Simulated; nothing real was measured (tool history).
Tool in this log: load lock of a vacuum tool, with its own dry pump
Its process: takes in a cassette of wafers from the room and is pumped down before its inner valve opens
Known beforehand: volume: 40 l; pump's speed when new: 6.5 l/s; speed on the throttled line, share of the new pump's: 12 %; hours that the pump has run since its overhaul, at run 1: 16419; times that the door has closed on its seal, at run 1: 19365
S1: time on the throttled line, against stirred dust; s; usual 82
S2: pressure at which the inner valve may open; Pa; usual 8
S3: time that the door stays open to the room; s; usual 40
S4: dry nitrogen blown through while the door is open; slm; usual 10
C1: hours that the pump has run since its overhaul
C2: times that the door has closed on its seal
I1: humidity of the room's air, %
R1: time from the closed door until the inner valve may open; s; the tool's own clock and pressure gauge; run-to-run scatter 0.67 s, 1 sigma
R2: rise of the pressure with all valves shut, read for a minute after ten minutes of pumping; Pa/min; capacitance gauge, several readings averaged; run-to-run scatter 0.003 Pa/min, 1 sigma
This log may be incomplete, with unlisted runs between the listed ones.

Run 1, day 0.000: usual settings; C1 16419; C2 19365; I1 45.5. Result: R1 140.3 s, R2 0.541 Pa/min.
Run 2, day 9.267: usual settings; C1 16642; C2 20385; I1 45.5. Result: R1 139.3 s, R2 0.593 Pa/min.
At day 22.300: door's seal changed, seat wiped.
Run 3, day 25.133: usual settings; C1 17021; C2 312; I1 44.8. Result: R1 138.7 s, R2 0.029 Pa/min.
Run 4, day 41.921: usual settings; C1 17424; C2 2161; I1 46.0. Result: R1 138.5 s, R2 0.049 Pa/min.
Run 5, day 54.650: usual settings; C1 17729; C2 3562; I1 44.4. Result: R1 139.9 s, R2 0.062 Pa/min.
Run 6, day 66.042: usual settings; C1 18003; C2 4817; I1 39.3. Result: R1 140.2 s, R2 0.083 Pa/min.
Run 7, day 83.312: usual settings; C1 18417; C2 6719; I1 44.4. Result: R1 140.8 s, R2 0.115 Pa/min.
Run 8, day 98.046: usual settings; C1 18771; C2 8342; I1 44.2. Result: R1 140.5 s, R2 0.161 Pa/min.
Run 9, day 110.783: usual settings; C1 19077; C2 9744; I1 43.4. Result: R1 143.2 s, R2 0.193 Pa/min.
Run 10, day 128.842: usual settings; C1 19510; C2 11733; I1 44.7. Result: R1 143.2 s, R2 0.248 Pa/min.
Run 11, day 143.308: usual settings but S4 23 slm; C1 19857; C2 13326; I1 45.6. Result: R1 141.1 s, R2 0.297 Pa/min.
Run 12, day 161.938: usual settings but S3 75 s, S4 23 slm; C1 20304; C2 15377; I1 43.5. Result: R1 141.8 s, R2 0.368 Pa/min.
Run 13, day 176.183: usual settings but S3 75 s, S4 23 slm; C1 20646; C2 16946; I1 43.8. Result: R1 142.6 s, R2 0.427 Pa/min.
Run 14, day 186.817: usual settings but S4 13 slm; C1 20901; C2 18117; I1 45.3. Result: R1 142.5 s, R2 0.479 Pa/min.
Run 15, day 198.933: usual settings but S4 13 slm; C1 21192; C2 19451; I1 45.6. Result: R1 141.9 s, R2 0.507 Pa/min.
Run 16, day 207.538: usual settings but S4 13 slm; C1 21399; C2 20399; I1 42.6. Result: R1 142.6 s, R2 0.580 Pa/min.
At day 221.312: door's seal changed, seat wiped.
Run 17, day 221.312: usual settings but S2 11 Pa; C1 21728; C2 0; I1 42.1. Result: R1 140.7 s, R2 0.023 Pa/min.
At day 230.117: dry pump taken out, an overhauled one fitted.
Run 18, day 237.146: usual settings but S1 42 s; C1 169; C2 1715; I1 44.1. Result: R1 94.6 s, R2 0.041 Pa/min.
Run 19, day 248.179: usual settings but S1 42 s; C1 433; C2 2930; I1 42.0. Result: R1 95.6 s, R2 0.054 Pa/min.
Run 20, day 257.225: usual settings but S1 42 s; C1 651; C2 3927; I1 45.0. Result: R1 95.6 s, R2 0.068 Pa/min.
Run 21, day 275.429: usual settings but S1 42 s; C1 1087; C2 5931; I1 48.1. Result: R1 95.5 s, R2 0.108 Pa/min.
Run 22, day 293.800: usual settings but S1 42 s, S3 104 s, S4 17 slm; C1 1528; C2 7954; I1 41.3. Result: R1 95.2 s, R2 0.147 Pa/min.
Run 23, day 306.979: usual settings but S1 119 s, S2 9 Pa, S3 183 s, S4 32 slm; C1 1845; C2 9406; I1 43.5. Result: R1 162.6 s, R2 0.186 Pa/min.
Run 24, day 323.883: usual settings but S1 119 s, S2 9 Pa, S3 183 s, S4 32 slm; C1 2250; C2 11268; I1 46.0. Result: R1 163.0 s, R2 0.234 Pa/min.
Run 25, day 342.771: usual settings but S1 137 s; C1 2704; C2 13347; I1 44.1. Result: R1 179.3 s, R2 0.298 Pa/min.
Run 26, day 355.858: usual settings but S1 159 s, S2 15 Pa, S3 42 s, S4 28 slm; C1 3018; C2 14789; I1 45.5. Result: R1 194.7 s, R2 0.342 Pa/min.
Run 27, day 371.717: usual settings but S1 159 s, S2 15 Pa, S3 42 s, S4 28 slm; C1 3398; C2 16535; I1 43.5. Result: R1 193.3 s, R2 0.399 Pa/min.
Run 28, day 386.962: usual settings but S1 159 s, S2 15 Pa, S3 42 s, S4 28 slm; C1 3764; C2 18214; I1 43.2. Result: R1 195.6 s, R2 0.473 Pa/min.
Run 29, day 397.875: usual settings but S3 72 s, S4 20 slm; C1 4026; C2 19416; I1 47.2. Result: R1 131.2 s, R2 0.542 Pa/min.
Run 30, day 409.579: usual settings but S3 63 s; C1 4307; C2 20705; I1 45.5. Result: R1 132.1 s, R2 0.605 Pa/min.
At day 420.488: door's seal changed, seat wiped.
Run 31, day 426.258: usual settings but S3 63 s; C1 4706; C2 636; I1 48.3. Result: R1 132.0 s, R2 0.035 Pa/min.

Predict the results of run 32:
Run 32, day 440.629: usual settings but S1 97 s, S2 10 Pa, S3 33 s; C1 5051; C2 2218; I1 43.5. Result: R1 ?, R2 ?.

{"run 32": {"R1": 144.0, "R2": 0.044}}
If the tool had no hidden condition, the same run with the same run-to-run variation would have returned R1 142.1 s, R2 0.020 Pa/min.

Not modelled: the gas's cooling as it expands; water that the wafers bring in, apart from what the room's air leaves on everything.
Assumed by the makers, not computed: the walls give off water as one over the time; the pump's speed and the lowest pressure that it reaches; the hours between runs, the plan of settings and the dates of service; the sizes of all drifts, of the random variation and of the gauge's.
